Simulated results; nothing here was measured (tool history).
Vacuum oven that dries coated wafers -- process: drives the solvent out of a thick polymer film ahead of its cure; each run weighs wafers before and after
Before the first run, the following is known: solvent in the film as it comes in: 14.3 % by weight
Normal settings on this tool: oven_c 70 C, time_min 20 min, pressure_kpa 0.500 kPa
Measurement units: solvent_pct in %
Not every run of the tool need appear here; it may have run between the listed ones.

Run 1, hour 0.0: usual settings. Result: solvent_pct 1.97 %.
Run 2, hour 5.6: usual settings. Result: solvent_pct 1.94 %.
Run 3, hour 18.6: usual settings. Result: solvent_pct 1.93 %.
Run 4, hour 28.0: usual settings. Result: solvent_pct 2.11 %.
Run 5, hour 39.8: usual settings but pressure_kpa 0.782 kPa. Result: solvent_pct 2.43 %.
Run 6, hour 51.2: usual settings but pressure_kpa 0.709 kPa. Result: solvent_pct 2.26 %.
Run 7, hour 60.8: usual settings but pressure_kpa 0.709 kPa. Result: solvent_pct 2.27 %.
Run 8, hour 69.0: usual settings but pressure_kpa 0.709 kPa. Result: solvent_pct 2.32 %.
Run 9, hour 75.1: usual settings but pressure_kpa 0.709 kPa. Result: solvent_pct 2.25 %.
Run 10, hour 85.0: usual settings but pressure_kpa 0.709 kPa. Result: solvent_pct 2.34 %.
Run 11, hour 93.8: usual settings but pressure_kpa 0.709 kPa. Result: solvent_pct 2.30 %.
Run 12, hour 107.7: usual settings but pressure_kpa 0.274 kPa. Result: solvent_pct 1.78 %.
Run 13, hour 120.4: usual settings but pressure_kpa 0.274 kPa. Result: solvent_pct 1.68 %.
Run 14, hour 129.3: usual settings but oven_c 55 C. Result: solvent_pct 5.17 %.
Run 15, hour 143.1: usual settings but pressure_kpa 1.412 kPa. Result: solvent_pct 3.21 %.
Run 16, hour 153.8: usual settings. Result: solvent_pct 2.08 %.
Run 17, hour 167.1: usual settings. Result: solvent_pct 1.99 %.
Run 18, hour 180.1: usual settings. Result: solvent_pct 2.03 %.
Run 19, hour 190.1: usual settings but pressure_kpa 0.488 kPa. Result: solvent_pct 1.99 %.
Run 20, hour 198.3: usual settings but pressure_kpa 0.488 kPa. Result: solvent_pct 1.98 %.
Run 21, hour 208.7: usual settings but oven_c 74 C. Result: solvent_pct 1.38 %.
At hour 210.8: vacuum gauge cleaned of residue and calibrated.
Run 22, hour 220.5: usual settings but pressure_kpa 0.840 kPa. Result: solvent_pct 2.47 %.
Run 23, hour 233.3: usual settings but oven_c 78 C, time_min 16 min, pressure_kpa 0.840 kPa. Result: solvent_pct 1.66 %.
Run 24, hour 245.2: usual settings but time_min 14 min. Result: solvent_pct 3.15 %.
Run 25, hour 254.3: usual settings but time_min 22 min, pressure_kpa 0.538 kPa. Result: solvent_pct 1.76 %.
Run 26, hour 266.8: usual settings but oven_c 69 C, pressure_kpa 0.514 kPa. Result: solvent_pct 2.29 %.
At hour 277.4: vacuum gauge cleaned of residue and calibrated, once more.
Run 27, hour 281.5: usual settings but oven_c 68 C, time_min 10 min, pressure_kpa 1.012 kPa. Result: solvent_pct 5.36 %.
Run 28, hour 294.7: usual settings but oven_c 68 C, time_min 29 min, pressure_kpa 0.352 kPa. Result: solvent_pct 1.16 %.
Run 29, hour 305.6: usual settings but pressure_kpa 0.301 kPa. Result: solvent_pct 1.70 %.
Run 30, hour 312.1: usual settings but oven_c 84 C, time_min 22 min, pressure_kpa 0.520 kPa. Result: solvent_pct 0.53 %.
Run 31, hour 318.9: usual settings but oven_c 82 C, time_min 27 min. Result: solvent_pct 0.51 %.
Run 32, hour 329.2: usual settings but pressure_kpa 1.121 kPa. Result: solvent_pct 2.70 %.
Run 33, hour 339.6: usual settings but pressure_kpa 1.121 kPa. Result: solvent_pct 2.66 %.
Run 34, hour 352.7: usual settings but oven_c 73 C, time_min 14 min, pressure_kpa 1.885 kPa. Result: solvent_pct 3.95 %.
Run 35, hour 365.6: usual settings but oven_c 67 C, time_min 13 min, pressure_kpa 0.378 kPa. Result: solvent_pct 4.00 %.
Run 36, hour 372.2: usual settings but oven_c 57 C, time_min 10 min, pressure_kpa 1.650 kPa. Result: solvent_pct 8.60 %.
Run 37, hour 378.6: usual settings but oven_c 63 C, time_min 13 min. Result: solvent_pct 4.99 %.
Run 38, hour 388.6: usual settings but time_min 28 min, pressure_kpa 0.902 kPa. Result: solvent_pct 1.69 %.
Run 39, hour 399.7: usual settings but time_min 28 min, pressure_kpa 0.902 kPa. Result: solvent_pct 1.70 %.
Run 40, hour 413.0: usual settings but time_min 13 min, pressure_kpa 0.409 kPa. Result: solvent_pct 3.30 %.
Run 41, hour 420.9: usual settings but time_min 13 min, pressure_kpa 0.409 kPa. Result: solvent_pct 3.23 %.
Run 42, hour 433.6: usual settings but oven_c 77 C, pressure_kpa 0.894 kPa. Result: solvent_pct 1.40 %.
Run 43, hour 439.3: usual settings but oven_c 77 C, pressure_kpa 0.894 kPa. Result: solvent_pct 1.40 %.

Consider 4 possible next runs. They are alternatives, not a sequence: every one starts from the tool as it was left by run 43. What does each give?
Run A, hour 445.2: usual settings but oven_c 80 C, pressure_kpa 0.894 kPa. Result: solvent_pct ?.
Run B, hour 445.2: usual settings but oven_c 77 C, pressure_kpa 0.918 kPa. Result: solvent_pct ?.
Run C, hour 445.2: usual settings but oven_c 84 C. Result: solvent_pct ?.
Run D, hour 445.2: usual settings but oven_c 75 C, time_min 13 min, pressure_kpa 1.979 kPa. Result: solvent_pct ?.

run  solvent_pct
  A         1.19
  B         1.47
  C         0.54
  D         3.82
Stripped of hidden state, with their random variation kept, the same runs would have yielded:
run  solvent_pct
  A         1.23
  B         1.51
  C         0.55
  D         3.93
